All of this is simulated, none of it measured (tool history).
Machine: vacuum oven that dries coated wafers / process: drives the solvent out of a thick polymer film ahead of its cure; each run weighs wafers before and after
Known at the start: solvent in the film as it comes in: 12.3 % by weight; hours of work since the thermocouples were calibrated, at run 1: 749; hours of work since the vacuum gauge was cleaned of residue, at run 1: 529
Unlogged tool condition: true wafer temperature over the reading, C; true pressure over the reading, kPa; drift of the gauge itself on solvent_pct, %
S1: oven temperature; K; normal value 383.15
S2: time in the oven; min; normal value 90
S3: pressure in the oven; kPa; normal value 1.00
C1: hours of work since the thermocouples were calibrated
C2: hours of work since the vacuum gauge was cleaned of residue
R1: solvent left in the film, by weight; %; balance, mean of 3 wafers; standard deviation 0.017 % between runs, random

{"run": 1, "day": 0.0, "S1": 383.15, "S2": 90, "S3": 1.0, "C1": 749, "C2": 529, "R1": 0.87}
{"run": 2, "day": 2.175, "S1": 383.15, "S2": 90, "S3": 1.0, "C1": 787, "C2": 566, "R1": 0.87}
{"run": 3, "day": 4.258, "S1": 383.15, "S2": 90, "S3": 3.18, "C1": 822, "C2": 602, "R1": 1.96}
{"run": 4, "day": 5.767, "S1": 383.15, "S2": 90, "S3": 3.18, "C1": 848, "C2": 628, "R1": 1.94}
{"run": 5, "day": 6.742, "S1": 383.15, "S2": 90, "S3": 3.18, "C1": 865, "C2": 644, "R1": 1.93}
{"run": 6, "day": 8.496, "S1": 383.15, "S2": 90, "S3": 3.18, "C1": 895, "C2": 674, "R1": 1.96}
{"run": 7, "day": 9.817, "S1": 383.15, "S2": 90, "S3": 3.18, "C1": 918, "C2": 697, "R1": 1.96}
{"run": 8, "day": 11.55, "S1": 383.15, "S2": 90, "S3": 3.18, "C1": 947, "C2": 727, "R1": 1.97}
{"run": 9, "day": 13.858, "S1": 383.15, "S2": 55, "S3": 1.0, "C1": 987, "C2": 766, "R1": 1.84}
{"day": 14.304, "done": "oven's thermocouples calibrated"}
{"run": 10, "day": 14.95, "S1": 383.15, "S2": 55, "S3": 1.0, "C1": 11, "C2": 784, "R1": 1.83}
{"run": 11, "day": 16.829, "S1": 383.15, "S2": 55, "S3": 1.0, "C1": 43, "C2": 816, "R1": 1.85}
{"run": 12, "day": 18.879, "S1": 383.15, "S2": 90, "S3": 0.98, "C1": 78, "C2": 851, "R1": 0.88}
{"run": 13, "day": 20.892, "S1": 383.15, "S2": 90, "S3": 0.98, "C1": 113, "C2": 886, "R1": 0.92}
{"run": 14, "day": 22.388, "S1": 383.15, "S2": 90, "S3": 0.98, "C1": 139, "C2": 911, "R1": 0.89}
{"run": 15, "day": 24.442, "S1": 383.15, "S2": 90, "S3": 0.98, "C1": 174, "C2": 947, "R1": 0.87}
{"run": 16, "day": 25.633, "S1": 383.15, "S2": 90, "S3": 1.0, "C1": 194, "C2": 967, "R1": 0.87}
{"run": 17, "day": 27.862, "S1": 383.15, "S2": 90, "S3": 0.85, "C1": 233, "C2": 1005, "R1": 0.82}
{"run": 18, "day": 30.246, "S1": 383.15, "S2": 90, "S3": 0.85, "C1": 274, "C2": 1046, "R1": 0.81}
{"run": 19, "day": 31.254, "S1": 383.15, "S2": 90, "S3": 1.0, "C1": 291, "C2": 1063, "R1": 0.88}
{"run": 20, "day": 32.246, "S1": 383.15, "S2": 90, "S3": 1.0, "C1": 308, "C2": 1080, "R1": 0.88}
{"run": 21, "day": 33.883, "S1": 383.15, "S2": 90, "S3": 1.0, "C1": 336, "C2": 1109, "R1": 0.86}
{"run": 22, "day": 35.996, "S1": 397.15, "S2": 90, "S3": 1.0, "C1": 372, "C2": 1145, "R1": 0.35}
{"run": 23, "day": 37.867, "S1": 397.15, "S2": 90, "S3": 1.0, "C1": 404, "C2": 1177, "R1": 0.34}
{"run": 24, "day": 39.717, "S1": 369.15, "S2": 90, "S3": 2.69, "C1": 436, "C2": 1209, "R1": 4.18}
{"run": 25, "day": 41.292, "S1": 369.15, "S2": 90, "S3": 2.69, "C1": 463, "C2": 1236, "R1": 4.19}
{"run": 26, "day": 43.071, "S1": 383.15, "S2": 108, "S3": 1.18, "C1": 494, "C2": 1266, "R1": 0.79}
{"run": 27, "day": 45.054, "S1": 398.15, "S2": 77, "S3": 1.0, "C1": 528, "C2": 1300, "R1": 0.34}
{"run": 28, "day": 46.342, "S1": 393.15, "S2": 83, "S3": 1.0, "C1": 550, "C2": 1322, "R1": 0.42}
{"run": 29, "day": 47.425, "S1": 371.15, "S2": 90, "S3": 1.0, "C1": 568, "C2": 1341, "R1": 2.59}
{"run": 30, "day": 48.825, "S1": 392.15, "S2": 69, "S3": 0.56, "C1": 592, "C2": 1365, "R1": 0.38}
{"run": 31, "day": 50.967, "S1": 392.15, "S2": 69, "S3": 0.56, "C1": 629, "C2": 1402, "R1": 0.41}
{"run": 32, "day": 52.954, "S1": 371.15, "S2": 93, "S3": 0.64, "C1": 663, "C2": 1436, "R1": 2.3}
{"run": 33, "day": 53.933, "S1": 385.15, "S2": 53, "S3": 1.92, "C1": 680, "C2": 1453, "R1": 2.03}
{"run": 34, "day": 55.108, "S1": 385.15, "S2": 53, "S3": 1.92, "C1": 700, "C2": 1473, "R1": 2.02}
{"run": 35, "day": 56.079, "S1": 385.15, "S2": 53, "S3": 1.92, "C1": 717, "C2": 1489, "R1": 2.04}
{"run": 36, "day": 57.917, "S1": 387.15, "S2": 90, "S3": 1.0, "C1": 748, "C2": 1521, "R1": 0.61}
{"run": 37, "day": 59.925, "S1": 378.15, "S2": 130, "S3": 1.04, "C1": 783, "C2": 1555, "R1": 0.93}
{"run": 38, "day": 61.071, "S1": 383.15, "S2": 61, "S3": 2.1, "C1": 802, "C2": 1575, "R1": 2.09}
{"run": 39, "day": 62.867, "S1": 383.15, "S2": 61, "S3": 2.1, "C1": 833, "C2": 1606, "R1": 2.08}
{"run": 40, "day": 63.892, "S1": 379.15, "S2": 49, "S3": 3.14, "C1": 851, "C2": 1623, "R1": 3.89}
{"run": 41, "day": 64.975, "S1": 394.15, "S2": 90, "S3": 0.53, "C1": 869, "C2": 1642, "R1": 0.23}
{"run": 42, "day": 66.812, "S1": 375.15, "S2": 90, "S3": 1.0, "C1": 901, "C2": 1673, "R1": 1.87}
{"run": 43, "day": 68.925, "S1": 390.15, "S2": 90, "S3": 1.0, "C1": 937, "C2": 1710, "R1": 0.47}
{"run": 44, "day": 69.917, "S1": 386.15, "S2": 107, "S3": 2.17, "C1": 954, "C2": 1727, "R1": 1.08}
{"run": 45, "day": 71.396, "S1": 386.15, "S2": 107, "S3": 2.17, "C1": 979, "C2": 1752, "R1": 1.09}
{"day": 72.233, "done": "oven's thermocouples calibrated"}
{"run": 46, "day": 73.538, "S1": 381.15, "S2": 154, "S3": 0.91, "C1": 22, "C2": 1787, "R1": 0.57}

Branching from run 46: 4 alternative next runs. What would each branch give?
{"run": "A", "day": 75.075, "S1": 377.15, "S2": 87, "S3": 0.74, "C1": 49, "C2": 1814, "R1": "?"}
{"run": "B", "day": 75.075, "S1": 369.15, "S2": 158, "S3": 1.0, "C1": 49, "C2": 1814, "R1": "?"}
{"run": "C", "day": 75.075, "S1": 381.15, "S2": 154, "S3": 1.93, "C1": 49, "C2": 1814, "R1": "?"}
{"run": "D", "day": 75.075, "S1": 380.15, "S2": 90, "S3": 0.71, "C1": 49, "C2": 1814, "R1": "?"}

run=A R1=1.50
run=B R1=1.56
run=C R1=1.14
run=D R1=1.06
Had the tool no hidden state, the same runs would have come out as:
run=A R1=1.49
run=B R1=1.55
run=C R1=1.13
run=D R1=1.05
